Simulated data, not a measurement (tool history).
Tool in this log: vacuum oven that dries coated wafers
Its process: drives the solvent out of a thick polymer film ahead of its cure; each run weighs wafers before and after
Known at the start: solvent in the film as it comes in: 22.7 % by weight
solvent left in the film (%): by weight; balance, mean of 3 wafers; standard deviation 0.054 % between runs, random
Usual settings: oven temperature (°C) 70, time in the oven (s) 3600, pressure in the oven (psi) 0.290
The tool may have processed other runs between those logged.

run	hour	oven temperature (°C)	time in the oven (s)	pressure in the oven (psi)	solvent left in the film (%)
1	0.0	70	3600	0.290	2.42
2	7.8	70	3600	0.290	2.28
3	19.4	70	3600	0.290	2.50
4	25.9	70	3600	0.261	2.40
5	40.7	70	3600	0.261	2.27
6	54.1	70	3600	0.261	2.25
7	69.9	70	3120	0.261	2.79
8	81.0	70	3120	0.261	2.87
9	95.4	70	3120	0.261	2.79
10	102.4	70	3120	0.261	2.86
11	109.8	70	3120	0.261	2.99
12	123.7	70	3120	0.261	2.76
13	137.3	70	3600	0.290	2.30
14	150.4	70	3600	0.193	2.11
15	156.9	70	3600	0.290	2.44
16	168.1	70	3600	0.290	2.38
17	182.4	70	3600	0.290	2.45
18	193.6	70	3600	0.290	2.49
19	202.0	70	3600	0.290	2.47
20	215.7	70	3600	0.290	2.47
21	222.5	70	2880	0.290	3.26
22	231.1	70	3600	0.290	2.44
23	241.8	70	3600	0.290	2.56
24	249.3	70	3600	0.290	2.34
25	262.2	60	4980	0.750	6.42
26	270.4	60	4980	0.750	6.34
27	279.1	60	4980	0.750	6.39
28	288.5	60	4980	0.750	6.40
29	301.3	70	1860	0.290	5.77
30	309.0	61	3960	0.290	4.29
# hour 312.5: oven's thermocouples calibrated
31	319.8	79	3600	0.759	2.57
32	326.5	70	3600	0.197	2.22
33	334.2	70	3600	0.197	2.11
34	350.1	79	3300	0.331	1.49
# hour 357.4: oven's thermocouples calibrated, once more
35	359.3	68	3300	0.334	3.14
36	369.0	63	4200	0.263	3.05
37	376.4	63	4200	0.263	3.03
38	391.7	67	6480	0.151	0.88
39	402.7	75	3600	0.392	1.82
40	418.6	60	3600	0.596	6.37
41	430.4	66	2220	0.596	6.51
42	446.1	66	2220	0.596	6.56
43	458.2	56	6000	0.695	6.42
44	470.7	56	2460	0.587	9.92
45	485.2	69	2460	0.555	4.91
46	493.2	81	3600	0.290	0.95
47	501.4	81	5580	0.666	1.80

Each run again, without the hidden state but with its own random variation kept:
Hidden state at play: true wafer temperature over the reading, C; true pressure over the reading, kPa; drift of the gauge itself on solvent_pct, %.
run	solvent left in the film (%)
1	2.18
2	2.04
3	2.25
4	2.16
5	2.02
6	2.00
7	2.49
8	2.57
9	2.49
10	2.55
11	2.68
12	2.45
13	2.03
14	1.84
15	2.16
16	2.10
17	2.16
18	2.20
19	2.18
20	2.18
21	2.90
22	2.15
23	2.25
24	2.04
25	5.87
26	5.78
27	5.83
28	5.84
29	5.27
30	3.81
31	2.31
32	1.86
33	1.75
34	1.28
35	3.08
36	2.97
37	2.95
38	0.81
39	1.76
40	6.25
41	6.42
42	6.46
43	6.26
44	9.79
45	4.80
46	0.89
47	1.74

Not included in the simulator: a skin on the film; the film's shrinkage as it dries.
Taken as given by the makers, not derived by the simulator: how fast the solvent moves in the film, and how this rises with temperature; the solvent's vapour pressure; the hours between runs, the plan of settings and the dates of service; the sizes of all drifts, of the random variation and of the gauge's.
